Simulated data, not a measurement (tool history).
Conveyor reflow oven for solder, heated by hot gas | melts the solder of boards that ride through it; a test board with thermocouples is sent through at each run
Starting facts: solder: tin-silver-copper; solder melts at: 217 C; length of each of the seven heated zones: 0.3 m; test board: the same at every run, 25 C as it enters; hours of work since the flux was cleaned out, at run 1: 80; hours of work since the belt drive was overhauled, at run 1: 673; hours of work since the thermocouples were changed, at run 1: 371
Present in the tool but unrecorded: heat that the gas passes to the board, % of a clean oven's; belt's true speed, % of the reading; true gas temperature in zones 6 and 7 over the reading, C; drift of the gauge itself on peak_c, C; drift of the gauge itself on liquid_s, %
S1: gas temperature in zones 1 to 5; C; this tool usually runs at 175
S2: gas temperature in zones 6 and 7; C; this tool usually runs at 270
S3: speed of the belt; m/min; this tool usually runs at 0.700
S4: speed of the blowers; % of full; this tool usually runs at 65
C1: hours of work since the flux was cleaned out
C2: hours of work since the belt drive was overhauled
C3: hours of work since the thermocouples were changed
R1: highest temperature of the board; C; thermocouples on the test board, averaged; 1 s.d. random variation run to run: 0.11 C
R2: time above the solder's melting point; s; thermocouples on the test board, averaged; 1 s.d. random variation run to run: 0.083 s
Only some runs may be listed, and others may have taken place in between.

run    hour   S1   S2     S3  S4   C1   C2   C3     R1     R2
  1     0.0  175  270  0.700  65   80  673  371  254.4  40.30
  2    60.7  175  270  0.700  65  125  717  415  254.3  40.32
  3   145.5  175  270  0.836  65  187  779  477  247.9  29.99
      205.2  -- belt drive overhauled, speed set with a stopwatch
  4   234.5  175  270  0.836  65  249   21  539  247.0  28.94
  5   302.6  175  270  0.836  65  298   71  589  247.0  28.84
      314.8  -- flux residue cleaned out of gas plates and filters
  6   363.9  175  270  0.836  65   36  112  630  248.3  29.84
  7   432.6  175  261  0.836  65   86  162  680  240.6  25.59
  8   471.4  175  261  0.836  65  114  191  709  240.5  25.60
  9   530.5  175  261  0.836  65  157  234  752  240.4  25.44
 10   619.2  175  261  0.836  65  222  299  817  240.2  25.47
 11   698.3  175  261  0.836  65  280  356  874  240.0  25.25
      737.7  -- flux residue cleaned out of gas plates and filters
      739.7  -- thermocouples of zones 6 and 7 changed
 12   782.4  175  270  0.700  65   31  413   31  254.4  40.14
 13   827.1  175  270  0.563  65   64  445   64  260.2  54.23
 14   915.9  175  270  0.700  65  129  510  129  254.4  40.16
 15   982.7  175  270  0.700  65  177  559  177  254.1  40.19
 16  1061.8  175  270  0.695  66  235  617  235  254.5  40.56
 17  1143.1  161  278  0.700  66  295  676  295  258.5  39.12
     1162.6  -- flux residue cleaned out of gas plates and filters
 18  1233.7  161  278  0.700  66   52  739  357  260.1  39.74
 19  1303.5  167  268  0.700  62  103  790  408  251.4  36.88
     1354.4  -- belt drive overhauled, speed set with a stopwatch
 20  1366.5  167  280  0.700  62  146    9  451  260.9  40.46
 21  1434.5  175  270  0.804  65  196   59  501  249.4  31.57
 22  1474.6  190  270  0.804  53  225   88  530  249.7  34.94
 23  1526.3  168  279  0.648  61  263  126  568  262.6  44.89
     1588.4  -- flux residue cleaned out of gas plates and filters
 24  1618.9  168  279  0.648  61   22  189  632  263.7  45.57
 25  1675.6  184  285  0.700  65   64  231  673  269.8  47.80
 26  1751.1  184  285  0.700  65  119  286  728  269.6  47.97
 27  1823.1  172  259  0.585  65  171  339  781  249.6  45.47
 28  1860.5  189  280  0.700  65  199  366  808  266.0  47.84
 29  1939.0  176  270  0.700  65  256  423  866  254.7  40.29

Forecast each of these 3 alternatives for the next run:
     1987.3  -- thermocouples of zones 6 and 7 changed
     2016.2  -- flux residue cleaned out of gas plates and filters
  A  2030.3  176  279  0.700  65  10  485  28   ?   ?
     1987.3  -- thermocouples of zones 6 and 7 changed
     2016.2  -- flux residue cleaned out of gas plates and filters
  B  2030.3  175  270  0.700  68  10  485  28   ?   ?
     1987.3  -- thermocouples of zones 6 and 7 changed
     2016.2  -- flux residue cleaned out of gas plates and filters
  C  2030.3  180  270  0.718  65  10  485  28   ?   ?

run     R1     R2
  A  263.0  43.81
  B  255.5  40.63
  C  254.9  40.57
Without the tool's hidden state the same runs would have given:
run     R1     R2
  A  262.6  43.20
  B  255.1  40.02
  C  254.4  39.96
